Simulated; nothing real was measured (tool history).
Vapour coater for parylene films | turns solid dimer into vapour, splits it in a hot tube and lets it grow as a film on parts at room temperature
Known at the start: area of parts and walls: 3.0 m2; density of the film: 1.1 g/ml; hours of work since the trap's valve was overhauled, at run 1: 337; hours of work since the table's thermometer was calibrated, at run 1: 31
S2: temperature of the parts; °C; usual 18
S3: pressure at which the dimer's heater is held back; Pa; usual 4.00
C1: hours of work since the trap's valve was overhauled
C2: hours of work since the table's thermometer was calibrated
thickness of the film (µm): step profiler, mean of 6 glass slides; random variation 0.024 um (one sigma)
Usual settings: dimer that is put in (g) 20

{"run": 1, "hour": 0.0, "dimer that is put in (g)": 20, "S2": 18, "S3": 4.0, "C1": 337, "C2": 31, "thickness of the film (µm)": 2.73}
{"run": 2, "hour": 19.4, "dimer that is put in (g)": 20, "S2": 18, "S3": 4.0, "C1": 351, "C2": 44, "thickness of the film (µm)": 2.75}
{"run": 3, "hour": 39.4, "dimer that is put in (g)": 20, "S2": 18, "S3": 4.0, "C1": 364, "C2": 58, "thickness of the film (µm)": 2.75}
{"run": 4, "hour": 68.9, "dimer that is put in (g)": 20, "S2": 18, "S3": 4.0, "C1": 384, "C2": 78, "thickness of the film (µm)": 2.75}
{"run": 5, "hour": 103.3, "dimer that is put in (g)": 20, "S2": 18, "S3": 4.0, "C1": 407, "C2": 101, "thickness of the film (µm)": 2.77}
{"run": 6, "hour": 128.8, "dimer that is put in (g)": 20, "S2": 18, "S3": 4.0, "C1": 424, "C2": 118, "thickness of the film (µm)": 2.73}
{"run": 7, "hour": 155.3, "dimer that is put in (g)": 20, "S2": 18, "S3": 4.0, "C1": 442, "C2": 136, "thickness of the film (µm)": 2.68}
{"hour": 170.1, "done": "trap's valve overhauled"}
{"run": 8, "hour": 194.7, "dimer that is put in (g)": 20, "S2": 18, "S3": 4.0, "C1": 17, "C2": 160, "thickness of the film (µm)": 2.87}
{"run": 9, "hour": 224.5, "dimer that is put in (g)": 20, "S2": 18, "S3": 4.0, "C1": 37, "C2": 180, "thickness of the film (µm)": 2.9}
{"run": 10, "hour": 248.3, "dimer that is put in (g)": 20, "S2": 18, "S3": 4.0, "C1": 53, "C2": 196, "thickness of the film (µm)": 2.83}
{"run": 11, "hour": 274.3, "dimer that is put in (g)": 20, "S2": 18, "S3": 4.0, "C1": 70, "C2": 214, "thickness of the film (µm)": 2.81}
{"run": 12, "hour": 304.0, "dimer that is put in (g)": 31, "S2": 13, "S3": 10.19, "C1": 90, "C2": 234, "thickness of the film (µm)": 4.5}
{"run": 13, "hour": 333.6, "dimer that is put in (g)": 13, "S2": 16, "S3": 4.77, "C1": 110, "C2": 254, "thickness of the film (µm)": 1.91}
{"run": 14, "hour": 361.5, "dimer that is put in (g)": 13, "S2": 16, "S3": 4.77, "C1": 129, "C2": 273, "thickness of the film (µm)": 1.91}
{"run": 15, "hour": 379.3, "dimer that is put in (g)": 11, "S2": 16, "S3": 7.44, "C1": 141, "C2": 285, "thickness of the film (µm)": 1.49}
{"run": 16, "hour": 415.2, "dimer that is put in (g)": 20, "S2": 23, "S3": 3.66, "C1": 166, "C2": 309, "thickness of the film (µm)": 2.35}
{"run": 17, "hour": 433.8, "dimer that is put in (g)": 11, "S2": 24, "S3": 11.54, "C1": 178, "C2": 322, "thickness of the film (µm)": 0.98}

Forecast each of these 4 alternatives for the next run:
{"run": "A", "hour": 467.2, "dimer that is put in (g)": 11, "S2": 24, "S3": 5.1, "C1": 201, "C2": 344, "thickness of the film (µm)": "?"}
{"run": "B", "hour": 467.2, "dimer that is put in (g)": 11, "S2": 24, "S3": 9.47, "C1": 201, "C2": 344, "thickness of the film (µm)": "?"}
{"run": "C", "hour": 467.2, "dimer that is put in (g)": 20, "S2": 26, "S3": 4.0, "C1": 201, "C2": 344, "thickness of the film (µm)": "?"}
{"run": "D", "hour": 467.2, "dimer that is put in (g)": 16, "S2": 10, "S3": 2.34, "C1": 201, "C2": 344, "thickness of the film (µm)": "?"}

run=A thickness_of_the_film_(µm)=1.14
run=B thickness_of_the_film_(µm)=1.02
run=C thickness_of_the_film_(µm)=2.02
run=D thickness_of_the_film_(µm)=3.41
Without the tool's hidden state the same runs would have given:
run=A thickness_of_the_film_(µm)=1.20
run=B thickness_of_the_film_(µm)=1.07
run=C thickness_of_the_film_(µm)=2.12
run=D thickness_of_the_film_(µm)=3.58
